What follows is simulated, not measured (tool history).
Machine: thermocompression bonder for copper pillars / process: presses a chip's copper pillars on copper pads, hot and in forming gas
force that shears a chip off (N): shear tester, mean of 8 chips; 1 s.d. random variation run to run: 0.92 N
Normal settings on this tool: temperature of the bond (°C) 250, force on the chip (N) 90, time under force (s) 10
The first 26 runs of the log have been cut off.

run,hour,temperature of the bond (°C),force on the chip (N),time under force (s),hours of work since the heater was calibrated,hours of work since the force cell was calibrated,hours of work since the gas filter was changed,force that shears a chip off (N)
27,725.4,233,135,15,1262,781,268,74.2
28,762.3,250,86,16,1286,804,291,71.2
29,792.9,223,101,7,1305,824,311,37.3
30,813.1,223,101,7,1318,837,324,37.7
31,853.2,250,64,9,1344,862,349,44.8
# hour 860.6: forming gas filter changed
32,874.8,250,64,9,1357,876,9,50.8
33,906,250,76,14,1377,896,29,67.5
34,946,256,76,14,1403,921,54,71.3
35,979.4,256,76,6,1424,943,76,53.5
36,997.9,256,76,6,1436,954,88,54.2
37,1022.4,276,90,10,1452,970,103,88.2
38,1049.7,250,59,10,1469,987,121,46.2
39,1066.9,280,90,27,1480,998,132,106.2

Forecast each of these 3 alternatives for the next run:
A,1090.4,241,115,9,1495,1013,147,?
B,1090.4,250,90,9,1495,1013,147,?
C,1090.4,280,90,6,1495,1013,147,?

run,force that shears a chip off (N)
A,63.7
B,62.4
C,81.1
The same runs, with their run-to-run variation unchanged, on a tool lacking any hidden condition would have given:
run,force that shears a chip off (N)
A,75.8
B,74.2
C,92.5

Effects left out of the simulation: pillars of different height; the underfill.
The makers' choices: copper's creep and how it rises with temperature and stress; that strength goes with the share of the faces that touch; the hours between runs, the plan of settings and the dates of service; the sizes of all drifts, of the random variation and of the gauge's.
